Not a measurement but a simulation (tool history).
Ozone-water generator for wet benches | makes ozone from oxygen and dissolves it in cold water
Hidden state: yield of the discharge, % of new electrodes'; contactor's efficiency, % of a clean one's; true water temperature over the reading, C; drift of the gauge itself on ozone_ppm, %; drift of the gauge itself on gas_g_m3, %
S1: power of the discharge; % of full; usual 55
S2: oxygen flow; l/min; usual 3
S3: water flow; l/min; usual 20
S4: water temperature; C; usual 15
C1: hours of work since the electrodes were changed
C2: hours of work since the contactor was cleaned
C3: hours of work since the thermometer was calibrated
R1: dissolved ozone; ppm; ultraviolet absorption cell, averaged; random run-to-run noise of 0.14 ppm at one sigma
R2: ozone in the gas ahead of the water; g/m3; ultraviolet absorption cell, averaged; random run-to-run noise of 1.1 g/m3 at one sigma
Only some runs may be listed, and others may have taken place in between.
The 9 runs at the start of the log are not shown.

run,hour,S1,S2,S3,S4,C1,C2,C3,R1,R2
10,625.2,55,3,20,15,1224,1800,327,16.7,194.9
11,687.6,55,3,20,7,1274,1850,377,17.8,193.2
12,767.7,55,3,20,7,1339,1914,441,17.9,194.3
13,839.5,55,3,20,7,1396,1972,499,18,193.2
14,879.3,55,3,20,7,1428,2004,531,18,193.4
15,940.4,55,3,20,7,1477,2053,580,17.7,195.5
16,976.8,55,3,20,7,1507,2082,609,18,195.3
17,1040.7,55,3,20,7,1558,2133,660,17.8,195.9
18,1081.5,55,3,12,15,1591,2166,693,25.4,195.1
19,1140.9,55,3,12,15,1638,2214,741,25.8,195.7
20,1177.3,55,2.01,28,15,1668,2243,770,10.8,246.1
21,1214.1,94,3.61,20,15,1697,2273,799,26.5,273
22,1282.7,94,4.67,22,15,1752,2328,855,24.5,233.8
23,1341.5,94,4.67,22,15,1799,2375,902,24.4,234.5
24,1429,94,4.67,22,15,1870,2445,972,24.5,235.2
25,1513.7,94,4.67,22,15,1938,2513,1040,24.6,236.5
26,1559,94,4.67,22,15,1974,2550,1076,24.5,235.9
# hour 1578: gauge calibrated
27,1603.3,55,1.93,12,14,2010,2585,1112,25.4,249.6
28,1664.1,55,1.93,12,14,2058,2634,1161,25.3,246.9
29,1721.5,55,1.93,15,8,2105,2680,1207,21.6,247.6
30,1773,57,1.55,19,9,2146,2721,1248,16.6,288.8
31,1839.7,57,1.55,19,9,2199,2775,1302,16.9,292.7
32,1890.7,57,1.55,19,9,2240,2816,1343,16.8,290.1
33,1953.8,78,1.77,15,20,2291,2867,1393,26.3,347.3
34,2025,78,1.77,15,20,2348,2924,1451,25.8,346.7

Each row is a separate what-if for the run after 34, all from the same tool condition, not one after another. Results?
A,2077.2,55,4.9,15,9,2390,2966,1492,?,?
B,2077.2,55,3,20,18,2390,2966,1492,?,?
C,2077.2,52,2.74,28,15,2390,2966,1492,?,?

run,R1,R2
A,23.6,145.3
B,16.2,191.9
C,11.1,194.1
Stripped of hidden state, with their random variation kept, the same runs would have yielded:
run,R1,R2
A,23.6,144.1
B,16.2,190.3
C,11.1,192.4

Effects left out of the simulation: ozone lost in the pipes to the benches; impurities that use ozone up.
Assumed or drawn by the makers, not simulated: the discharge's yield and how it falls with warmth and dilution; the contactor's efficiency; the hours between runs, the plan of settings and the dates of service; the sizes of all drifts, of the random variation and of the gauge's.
